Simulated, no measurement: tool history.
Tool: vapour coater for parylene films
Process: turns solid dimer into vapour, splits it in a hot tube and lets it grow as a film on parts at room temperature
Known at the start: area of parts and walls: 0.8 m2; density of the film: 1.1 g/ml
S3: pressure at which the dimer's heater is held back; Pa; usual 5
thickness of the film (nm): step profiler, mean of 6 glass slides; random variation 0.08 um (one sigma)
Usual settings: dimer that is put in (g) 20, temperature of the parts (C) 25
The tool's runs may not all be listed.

Run 1, hour 0: usual settings. Result: thickness of the film (nm) 15600.
Run 2, hour 32.1: usual settings but S3 6.2 Pa. Result: thickness of the film (nm) 15440.
Run 3, hour 50.6: usual settings. Result: thickness of the film (nm) 15480.
Run 4, hour 73.8: usual settings but temperature of the parts (C) 19. Result: thickness of the film (nm) 19350.
Run 5, hour 92.3: usual settings. Result: thickness of the film (nm) 15550.
At hour 103.2: trap's valve overhauled.
Run 6, hour 125.9: usual settings. Result: thickness of the film (nm) 16600.
Run 7, hour 144.7: usual settings. Result: thickness of the film (nm) 16730.
Run 8, hour 178.2: usual settings. Result: thickness of the film (nm) 16530.
Run 9, hour 203.4: usual settings. Result: thickness of the film (nm) 16580.
Run 10, hour 223.2: usual settings. Result: thickness of the film (nm) 16540.
Run 11, hour 240.6: usual settings. Result: thickness of the film (nm) 16520.
Run 12, hour 268.8: usual settings but S3 3.7 Pa. Result: thickness of the film (nm) 16940.
Run 13, hour 290.1: usual settings. Result: thickness of the film (nm) 16510.
Run 14, hour 308.7: usual settings. Result: thickness of the film (nm) 16510.
Run 15, hour 334.1: usual settings. Result: thickness of the film (nm) 16500.
At hour 337.6: table's thermometer calibrated.
Run 16, hour 360: usual settings. Result: thickness of the film (nm) 16510.
Run 17, hour 380.8: usual settings but dimer that is put in (g) 23. Result: thickness of the film (nm) 18940.
Run 18, hour 406.2: usual settings but dimer that is put in (g) 11. Result: thickness of the film (nm) 9080.
Run 19, hour 438.4: usual settings but dimer that is put in (g) 11, temperature of the parts (C) 28. Result: thickness of the film (nm) 8100.
Run 20, hour 466.6: usual settings. Result: thickness of the film (nm) 16430.
Run 21, hour 487.5: usual settings but temperature of the parts (C) 17. Result: thickness of the film (nm) 21640.
At hour 512: table's thermometer calibrated, once more.
Run 22, hour 519.4: usual settings but temperature of the parts (C) 17. Result: thickness of the film (nm) 21510.
Run 23, hour 542.5: usual settings but temperature of the parts (C) 26, S3 5.24 Pa. Result: thickness of the film (nm) 15360.
Run 24, hour 575.3: usual settings but temperature of the parts (C) 26, S3 3.44 Pa. Result: thickness of the film (nm) 15730.
Run 25, hour 604.2: usual settings but temperature of the parts (C) 26, S3 3.44 Pa. Result: thickness of the film (nm) 15710.
Run 26, hour 620.5: usual settings but temperature of the parts (C) 26, S3 3.44 Pa. Result: thickness of the film (nm) 15730.
Run 27, hour 644.1: usual settings but dimer that is put in (g) 14, temperature of the parts (C) 30, S3 6.49 Pa. Result: thickness of the film (nm) 9290.
Run 28, hour 677.1: usual settings but dimer that is put in (g) 14, temperature of the parts (C) 20, S3 4.73 Pa. Result: thickness of the film (nm) 13460.
Run 29, hour 706: usual settings but dimer that is put in (g) 21, temperature of the parts (C) 31. Result: thickness of the film (nm) 13520.
Run 30, hour 730.7: usual settings but dimer that is put in (g) 8, temperature of the parts (C) 26. Result: thickness of the film (nm) 6120.
Run 31, hour 755: usual settings but S3 2.22 Pa. Result: thickness of the film (nm) 16530.
Run 32, hour 788.4: usual settings but temperature of the parts (C) 20, S3 2.49 Pa. Result: thickness of the film (nm) 19780.
Run 33, hour 810.9: usual settings but temperature of the parts (C) 20, S3 2.49 Pa. Result: thickness of the film (nm) 19680.
Run 34, hour 835.5: usual settings but temperature of the parts (C) 20, S3 2.49 Pa. Result: thickness of the film (nm) 19680.
Run 35, hour 860.6: usual settings but dimer that is put in (g) 21, temperature of the parts (C) 19, S3 7.71 Pa. Result: thickness of the film (nm) 19940.
Run 36, hour 874.4: usual settings but dimer that is put in (g) 21, temperature of the parts (C) 19, S3 7.71 Pa. Result: thickness of the film (nm) 19930.
Run 37, hour 892.1: usual settings but dimer that is put in (g) 12. Result: thickness of the film (nm) 9450.
Run 38, hour 924.2: usual settings but temperature of the parts (C) 20. Result: thickness of the film (nm) 18760.
Run 39, hour 956.8: usual settings but temperature of the parts (C) 20. Result: thickness of the film (nm) 18590.
Run 40, hour 973.6: usual settings but dimer that is put in (g) 11, temperature of the parts (C) 24, S3 4.34 Pa. Result: thickness of the film (nm) 9000.
Run 41, hour 991.1: usual settings but dimer that is put in (g) 11, temperature of the parts (C) 24, S3 4.34 Pa. Result: thickness of the film (nm) 9010.
Run 42, hour 1006.2: usual settings but dimer that is put in (g) 11, temperature of the parts (C) 24, S3 4.34 Pa. Result: thickness of the film (nm) 9070.
Run 43, hour 1033.4: usual settings but dimer that is put in (g) 15, temperature of the parts (C) 28, S3 2.74 Pa. Result: thickness of the film (nm) 10900.
Run 44, hour 1054.5: usual settings but dimer that is put in (g) 15, temperature of the parts (C) 28, S3 2.74 Pa. Result: thickness of the film (nm) 10760.

Measured less the same run without the tool's hidden state. The same run-to-run variation is in both; the gauge's scatter may not be:
The hidden state here: vapour lost through the trap's worn valve, %; true temperature of the parts over the reading, C; drift of the gauge itself on film_um, %.
run  thickness of the film (nm)
  1                        -980
  2                       -1000
  3                       -1020
  4                       -1310
  5                       -1070
  6                          +0
  7                         -20
  8                         -60
  9                         -80
 10                        -100
 11                        -110
 12                        -150
 13                        -160
 14                        -180
 15                        -210
 16                        -160
 17                        -220
 18                        -110
 19                        -120
 20                        -270
 21                        -550
 22                        -740
 23                        -550
 24                        -600
 25                        -630
 26                        -640
 27                        -390
 28                        -600
 29                        -630
 30                        -290
 31                        -820
 32                       -1020
 33                       -1040
 34                       -1070
 35                       -1110
 36                       -1130
 37                        -550
 38                       -1130
 39                       -1150
 40                        -570
 41                        -580
 42                        -590
 43                        -730
 44                        -740
